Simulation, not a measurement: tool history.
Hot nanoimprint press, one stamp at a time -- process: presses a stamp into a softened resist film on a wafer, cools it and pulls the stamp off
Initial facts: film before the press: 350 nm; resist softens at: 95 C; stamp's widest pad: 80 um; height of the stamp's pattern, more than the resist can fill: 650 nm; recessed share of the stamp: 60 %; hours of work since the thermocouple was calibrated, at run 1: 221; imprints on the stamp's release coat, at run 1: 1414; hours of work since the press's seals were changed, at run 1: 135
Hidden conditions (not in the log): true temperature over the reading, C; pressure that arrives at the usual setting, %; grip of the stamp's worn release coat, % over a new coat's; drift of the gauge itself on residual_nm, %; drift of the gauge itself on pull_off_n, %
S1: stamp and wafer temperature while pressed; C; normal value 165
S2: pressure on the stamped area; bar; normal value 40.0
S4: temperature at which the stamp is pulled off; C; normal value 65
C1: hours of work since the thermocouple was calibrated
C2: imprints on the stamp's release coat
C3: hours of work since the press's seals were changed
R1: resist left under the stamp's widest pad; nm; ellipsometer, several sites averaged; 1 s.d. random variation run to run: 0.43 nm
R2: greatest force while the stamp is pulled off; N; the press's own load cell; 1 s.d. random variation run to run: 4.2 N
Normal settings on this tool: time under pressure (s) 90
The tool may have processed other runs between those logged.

run 1 hour=0.0 | S1=165 S2=40.0 time_under_pressure_(s)=90 S4=65 | C1=221 C2=1414 C3=135 | R1=171.1 R2=262
run 2 hour=36.2 | S1=160 S2=40.0 time_under_pressure_(s)=90 S4=65 | C1=243 C2=1523 C3=157 | R1=214.5 R2=271
run 3 hour=62.9 | S1=160 S2=40.0 time_under_pressure_(s)=90 S4=65 | C1=259 C2=1604 C3=172 | R1=214.6 R2=274
run 4 hour=79.9 | S1=165 S2=40.0 time_under_pressure_(s)=90 S4=65 | C1=269 C2=1655 C3=183 | R1=170.6 R2=276
run 5 hour=102.1 | S1=165 S2=40.0 time_under_pressure_(s)=90 S4=65 | C1=282 C2=1722 C3=196 | R1=169.6 R2=282
run 6 hour=117.0 | S1=165 S2=35.1 time_under_pressure_(s)=90 S4=65 | C1=291 C2=1767 C3=205 | R1=180.4 R2=286
-- hour=123.2 plate thermocouple calibrated
run 7 hour=147.2 | S1=165 S2=40.0 time_under_pressure_(s)=90 S4=65 | C1=14 C2=1850 C3=221 | R1=167.1 R2=282
-- hour=166.2 stamp cleaned and given a new release coat
-- hour=188.9 plate thermocouple calibrated, once more
run 8 hour=192.1 | S1=173 S2=25.0 time_under_pressure_(s)=90 S4=65 | C1=2 C2=69 C3=242 | R1=151.9 R2=206
run 9 hour=211.2 | S1=173 S2=25.0 time_under_pressure_(s)=90 S4=65 | C1=13 C2=127 C3=254 | R1=151.7 R2=212
run 10 hour=231.1 | S1=173 S2=25.0 time_under_pressure_(s)=90 S4=65 | C1=25 C2=187 C3=265 | R1=151.7 R2=213
run 11 hour=256.1 | S1=173 S2=25.0 time_under_pressure_(s)=90 S4=65 | C1=40 C2=262 C3=280 | R1=150.6 R2=213
run 12 hour=277.4 | S1=168 S2=25.0 time_under_pressure_(s)=122 S4=65 | C1=53 C2=327 C3=293 | R1=171.1 R2=218
run 13 hour=297.0 | S1=167 S2=32.8 time_under_pressure_(s)=50 S4=69 | C1=64 C2=386 C3=305 | R1=209.6 R2=196
run 14 hour=322.9 | S1=167 S2=32.8 time_under_pressure_(s)=50 S4=69 | C1=80 C2=464 C3=320 | R1=209.3 R2=201

Each row is a separate what-if for the run after 14, all from the same tool condition, not one after another. Results?
run A hour=343.8 | S1=162 S2=62.9 time_under_pressure_(s)=45 S4=65 | C1=92 C2=527 C3=332 | R1=? R2=?
run B hour=343.8 | S1=156 S2=30.1 time_under_pressure_(s)=90 S4=73 | C1=92 C2=527 C3=332 | R1=? R2=?
run C hour=343.8 | S1=165 S2=24.9 time_under_pressure_(s)=50 S4=69 | C1=92 C2=527 C3=332 | R1=? R2=?
run D hour=343.8 | S1=170 S2=40.0 time_under_pressure_(s)=90 S4=65 | C1=92 C2=527 C3=332 | R1=? R2=?
run E hour=343.8 | S1=156 S2=40.0 time_under_pressure_(s)=148 S4=65 | C1=92 C2=527 C3=332 | R1=? R2=?

run=A R1=203.5 R2=226
run=B R1=275.8 R2=183
run=C R1=249.0 R2=206
run=D R1=136.8 R2=225
run=E R1=224.1 R2=222
Without the tool's hidden state the same runs would have given:
run=A R1=202.4 R2=203
run=B R1=276.2 R2=165
run=C R1=249.4 R2=185
run=D R1=136.6 R2=202
run=E R1=224.1 R2=199
